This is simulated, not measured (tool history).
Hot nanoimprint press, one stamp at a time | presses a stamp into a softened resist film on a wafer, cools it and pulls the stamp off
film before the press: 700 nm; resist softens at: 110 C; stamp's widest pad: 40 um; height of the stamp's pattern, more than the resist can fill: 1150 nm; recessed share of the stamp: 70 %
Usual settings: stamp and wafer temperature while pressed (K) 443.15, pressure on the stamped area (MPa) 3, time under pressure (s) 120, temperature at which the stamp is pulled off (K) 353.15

run   hour  stamp and wafer temperature while pressed (K)  pressure on the stamped area (MPa)  time under pressure (s)  temperature at which the stamp is pulled off (K)  resist left under the stamp's widest pad (Å)  greatest force while the stamp is pulled off (N)
  1      0                                         443.15                                   3                      120                                            353.15                                          2573                                               155
  2   14.1                                         443.15                                   3                      120                                            353.15                                          2584                                               153
  3   25.5                                         443.15                                   3                      120                                            353.15                                          2578                                               155
  4   33.3                                         431.15                                   3                      120                                            353.15                                          4379                                               157
  5   42.2                                         431.15                                   3                      120                                            353.15                                          4314                                               155
  6   55.8                                         443.15                                   3                      120                                            353.15                                          2596                                               154
  7   68.8                                         443.15                                   3                      120                                            353.15                                          2608                                               153
  8   75.9                                         443.15                                   3                      120                                            353.15                                          2592                                               154
  9   94.3                                         443.15                                   3                       76                                            353.15                                          3125                                               155
 10  106.6                                         447.15                                   3                      120                                            353.15                                          2169                                               153
 11  121.8                                         447.15                                   3                      120                                            353.15                                          2177                                               153
 12  136.3                                         447.15                                   3                      120                                            353.15                                          2155                                               153
 13  152.7                                         443.15                                   3                      120                                            345.15                                          2603                                               180
 14  171.3                                         443.15                                   3                      120                                            353.15                                          2604                                               154
 15  185.8                                         443.15                                4.14                      120                                            353.15                                          2235                                               154
 16  202.9                                         443.15                                4.14                      120                                            353.15                                          2234                                               156
 17  216.4                                         443.15                                4.14                      120                                            353.15                                          2235                                               154
 18  233.3                                         443.15                                2.92                      120                                            353.15                                          2603                                               154
 19  247.2                                         443.15                                2.92                      120                                            353.15                                          2615                                               155
 20  257.7                                         443.15                                2.92                      120                                            353.15                                          2619                                               154
 21  265.6                                         443.15                                2.92                      120                                            353.15                                          2641                                               154
 22    273                                         451.15                                2.79                      120                                            339.15                                          1881                                               196
 23  295.6                                         451.15                                2.79                      120                                            339.15                                          1879                                               198
 24  310.8                                         451.15                                2.37                      155                                            339.15                                          1814                                               199
 25  327.7                                         451.15                                2.37                      155                                            339.15                                          1805                                               197
 26  340.5                                         451.15                                2.37                      155                                            339.15                                          1798                                               199
 27  353.8                                         443.15                                   3                      120                                            361.15                                          2594                                               129
 28  364.4                                         438.15                                2.47                       97                                            359.15                                          3791                                               136
 29  371.6                                         441.15                                2.47                      134                                            359.15                                          2941                                               136
 30  383.9                                         441.15                                2.47                      134                                            359.15                                          2954                                               136

Taken out of this log: 3 entries between the listed runs. Where each belongs, and how the hidden state differs across it:
Between runs 8 and 9: stamp cleaned and given a new release coat (hour 90.8)
  grip of the stamp's worn release coat, % over a new coat's: 0.2 -> 0
Between runs 13 and 14: plate thermocouple calibrated (hour 158.9)
  true temperature over the reading, C: -0.03 -> 0
Between runs 22 and 23: stamp cleaned and given a new release coat (hour 295.2)
  true temperature over the reading, C: 0 -> -0.01; grip of the stamp's worn release coat, % over a new coat's: 0.2 -> 0
